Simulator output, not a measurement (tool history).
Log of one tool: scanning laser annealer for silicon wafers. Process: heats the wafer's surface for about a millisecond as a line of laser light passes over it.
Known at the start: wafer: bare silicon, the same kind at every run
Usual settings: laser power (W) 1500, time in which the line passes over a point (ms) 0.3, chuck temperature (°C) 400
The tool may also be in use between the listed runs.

run   hour  laser power (W)  time in which the line passes over a point (ms)  chuck temperature (°C)  highest temperature of the surface (°C)
  1      0             1500                                              0.3                     400                                     1148
  2   13.4             1500                                              0.3                     400                                     1147
  3     34             1500                                              0.3                     400                                     1146
  4   50.9             1500                                              0.3                     400                                     1140
  5   76.2             1434                                              0.3                     400                                     1108
  6   99.2             1434                                              0.3                     400                                     1108
  7  115.6             1434                                              0.3                     400                                     1105
  8  134.7             1500                                              0.3                     400                                     1142
  9  162.6             1500                                              0.3                     400                                     1136
 10  191.9             1500                                              0.3                     429                                     1167
 11  206.2             1500                                              0.3                     429                                     1166
 12  221.2             1500                                            0.268                     400                                     1098
 13    236             1500                                              0.3                     400                                     1134
 14  257.7             1500                                              0.3                     400                                     1132
 15  272.3             1428                                              0.3                     400                                     1096
     276.7  -- window over the wafer cleaned
 16  300.2             1432                                              0.3                     400                                     1076
 17  318.3             1500                                              0.3                     400                                     1109
 18  349.3             1500                                              0.3                     400                                     1106
 19  380.5             1500                                              0.3                     434                                     1139
 20    395             1500                                              0.3                     400                                     1106
 21  409.5             1500                                             0.22                     400                                     1009
 22  427.2             1500                                            0.251                     410                                     1057
     454.5  -- window over the wafer cleaned, once more
 23  458.5             1602                                            0.251                     405                                     1160
 24  474.2             1500                                            0.285                     377                                     1120
 25  498.7             1500                                            0.277                     421                                     1156
 26  527.9             1336                                            0.236                     421                                     1020
 27  543.5             1564                                            0.292                     427                                     1212
 28    575             1499                                            0.225                     422                                     1083
 29  594.7             1338                                              0.3                     367                                     1034
 30  621.2             1338                                              0.3                     367                                     1033
 31    634             1413                                              0.3                     400                                     1104
 32    654             1316                                            0.308                     417                                     1078
 33  683.4             1437                                              0.3                     404                                     1121
 34  701.6             1437                                              0.3                     404                                     1120
 35  718.6             1293                                              0.3                     385                                     1017
 36  732.5             1385                                            0.369                     430                                     1183
 37  752.1             1385                                            0.369                     430                                     1179
 38    777             1385                                            0.369                     439                                     1191
 39  794.7             1294                                            0.242                     413                                      986
 40  824.5             1627                                              0.3                     400                                     1210
 41  849.9             1627                                              0.3                     400                                     1209

Forecast each of these 3 alternatives for the next run:
  A  878.3             1454                                            0.221                     382                                        ?
  B  878.3             1627                                            0.336                     385                                        ?
  C  878.3             1627                                              0.3                     401                                        ?

run  highest temperature of the surface (°C)
  A                                      999
  B                                     1236
  C                                     1207
Without the tool's hidden state the same runs would have given:
run  highest temperature of the surface (°C)
  A                                     1025
  B                                     1271
  C                                     1240
